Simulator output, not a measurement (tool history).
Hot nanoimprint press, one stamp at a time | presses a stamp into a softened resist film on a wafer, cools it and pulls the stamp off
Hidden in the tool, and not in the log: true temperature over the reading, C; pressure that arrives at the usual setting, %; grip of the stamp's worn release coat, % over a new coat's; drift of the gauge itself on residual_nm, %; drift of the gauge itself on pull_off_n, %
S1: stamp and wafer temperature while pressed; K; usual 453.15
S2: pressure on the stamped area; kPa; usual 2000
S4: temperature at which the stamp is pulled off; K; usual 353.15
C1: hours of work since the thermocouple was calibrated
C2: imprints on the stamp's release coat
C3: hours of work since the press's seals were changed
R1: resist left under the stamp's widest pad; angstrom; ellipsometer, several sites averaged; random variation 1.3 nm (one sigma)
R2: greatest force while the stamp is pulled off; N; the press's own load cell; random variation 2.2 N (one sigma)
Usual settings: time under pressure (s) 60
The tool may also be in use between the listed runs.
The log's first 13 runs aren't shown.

run 14 hour=101.8 | S1=453.15 S2=2000 time_under_pressure_(s)=60 S4=353.15 | C1=140 C2=2211 C3=192 | R1=2061 R2=150
run 15 hour=109.1 | S1=453.15 S2=2000 time_under_pressure_(s)=60 S4=353.15 | C1=146 C2=2233 C3=197 | R1=2083 R2=152
run 16 hour=118.7 | S1=453.15 S2=2000 time_under_pressure_(s)=60 S4=353.15 | C1=154 C2=2262 C3=205 | R1=2094 R2=156
run 17 hour=129.5 | S1=453.15 S2=2000 time_under_pressure_(s)=60 S4=353.15 | C1=162 C2=2295 C3=213 | R1=2047 R2=147
run 18 hour=137.6 | S1=453.15 S2=2000 time_under_pressure_(s)=60 S4=353.15 | C1=168 C2=2319 C3=220 | R1=2045 R2=152
run 19 hour=144.8 | S1=453.15 S2=2000 time_under_pressure_(s)=60 S4=343.15 | C1=174 C2=2341 C3=225 | R1=2053 R2=188
run 20 hour=151.1 | S1=453.15 S2=1720 time_under_pressure_(s)=60 S4=353.15 | C1=179 C2=2360 C3=230 | R1=2215 R2=149
-- hour=164 stamp cleaned and given a new release coat
run 21 hour=164.3 | S1=453.15 S2=1720 time_under_pressure_(s)=60 S4=353.15 | C1=185 C2=1 C3=236 | R1=2240 R2=99
run 22 hour=172.4 | S1=453.15 S2=1990 time_under_pressure_(s)=59 S4=353.15 | C1=191 C2=26 C3=242 | R1=2052 R2=102
run 23 hour=180.8 | S1=453.15 S2=1990 time_under_pressure_(s)=59 S4=353.15 | C1=197 C2=51 C3=249 | R1=2077 R2=100
run 24 hour=189.8 | S1=461.15 S2=1990 time_under_pressure_(s)=59 S4=346.15 | C1=204 C2=78 C3=256 | R1=1618 R2=117
run 25 hour=196.8 | S1=453.15 S2=1630 time_under_pressure_(s)=60 S4=351.15 | C1=210 C2=99 C3=261 | R1=2294 R2=105
run 26 hour=207.9 | S1=454.15 S2=1510 time_under_pressure_(s)=56 S4=357.15 | C1=219 C2=133 C3=270 | R1=2359 R2=88
run 27 hour=216.4 | S1=454.15 S2=1510 time_under_pressure_(s)=56 S4=357.15 | C1=225 C2=159 C3=277 | R1=2364 R2=91
run 28 hour=221.3 | S1=455.15 S2=1670 time_under_pressure_(s)=36 S4=355.15 | C1=229 C2=173 C3=280 | R1=2511 R2=96
run 29 hour=227.2 | S1=453.15 S2=2000 time_under_pressure_(s)=33 S4=355.15 | C1=234 C2=191 C3=285 | R1=2506 R2=97
run 30 hour=236.8 | S1=454.15 S2=2000 time_under_pressure_(s)=33 S4=358.15 | C1=241 C2=220 C3=293 | R1=2425 R2=90
run 31 hour=242.9 | S1=453.15 S2=2230 time_under_pressure_(s)=60 S4=354.15 | C1=246 C2=239 C3=297 | R1=1942 R2=97

Forecast each of these 3 alternatives for the next run:
run A hour=248.5 | S1=456.15 S2=2000 time_under_pressure_(s)=97 S4=353.15 | C1=250 C2=256 C3=302 | R1=? R2=?
run B hour=248.5 | S1=441.15 S2=2730 time_under_pressure_(s)=48 S4=354.15 | C1=250 C2=256 C3=302 | R1=? R2=?
run C hour=248.5 | S1=453.15 S2=3180 time_under_pressure_(s)=60 S4=350.15 | C1=250 C2=256 C3=302 | R1=? R2=?

run=A R1=1579 R2=102
run=B R1=2809 R2=98
run=C R1=1589 R2=110
Without the tool's hidden state the same runs would have given:
run=A R1=1611 R2=100
run=B R1=2860 R2=95
run=C R1=1605 R2=106

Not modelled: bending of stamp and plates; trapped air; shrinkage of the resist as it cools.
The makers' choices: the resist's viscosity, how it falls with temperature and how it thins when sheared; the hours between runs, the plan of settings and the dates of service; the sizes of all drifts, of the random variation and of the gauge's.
